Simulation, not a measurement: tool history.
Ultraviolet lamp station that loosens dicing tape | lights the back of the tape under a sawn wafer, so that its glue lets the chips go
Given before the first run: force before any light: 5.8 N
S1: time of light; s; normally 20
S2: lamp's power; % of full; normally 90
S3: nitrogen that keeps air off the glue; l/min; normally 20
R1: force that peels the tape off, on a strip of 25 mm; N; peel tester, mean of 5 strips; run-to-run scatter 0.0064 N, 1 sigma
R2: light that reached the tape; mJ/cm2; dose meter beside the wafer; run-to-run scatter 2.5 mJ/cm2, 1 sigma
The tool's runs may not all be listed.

run,day,S1,S2,S3,R1,R2
1,0.000,20,90,20,0.276,261
2,1.817,20,90,20,0.279,256
3,3.583,20,90,20,0.301,250
4,4.767,20,90,20,0.320,252
# day 5.479: window cleaned of glue's vapour
5,7.475,20,90,20,0.258,267
6,9.100,20,90,20,0.256,265
7,10.525,20,90,20,0.274,269
8,12.571,28,90,20,0.132,363
9,14.567,38,90,20,0.089,472
10,16.754,20,90,20,0.317,245
11,19.517,20,90,20,0.326,239
12,21.550,20,90,20,0.360,234
# day 22.608: window cleaned of glue's vapour
13,22.904,20,90,20,0.266,264
14,24.433,20,60,7,1.302,172
15,26.308,32,83,14,0.157,371
16,28.412,32,83,14,0.159,365
17,30.450,32,83,14,0.168,360
18,32.362,32,100,12,0.143,423
19,34.658,32,100,12,0.145,408
20,36.608,16,66,20,1.036,131
21,39.162,24,95,7,0.585,276
# day 39.804: window cleaned of glue's vapour
22,40.846,23,95,19,0.196,297
23,42.679,23,95,19,0.212,294
24,44.825,23,84,19,0.314,248

Measured less the same run without the tool's hidden state. The same run-to-run variation is in both; the gauge's scatter may not be:
What the log doesn't record here: lamp's light, % of a new lamp's; light that the window lets through, % of a clean one's; drift of the gauge itself on peel_n, %; drift of the gauge itself on dose_mj_cm2, %.
run,R1,R2
1,+0.071,-34
2,+0.081,-38
3,+0.095,-43
4,+0.107,-47
5,+0.047,-24
6,+0.057,-28
7,+0.064,-32
8,+0.026,-51
9,+0.007,-78
10,+0.107,-47
11,+0.127,-54
12,+0.150,-60
13,+0.067,-33
14,+0.239,-25
15,+0.041,-62
16,+0.048,-70
17,+0.055,-78
18,+0.041,-103
19,+0.047,-111
20,+0.388,-39
21,+0.277,-92
22,+0.065,-58
23,+0.075,-65
24,+0.126,-62
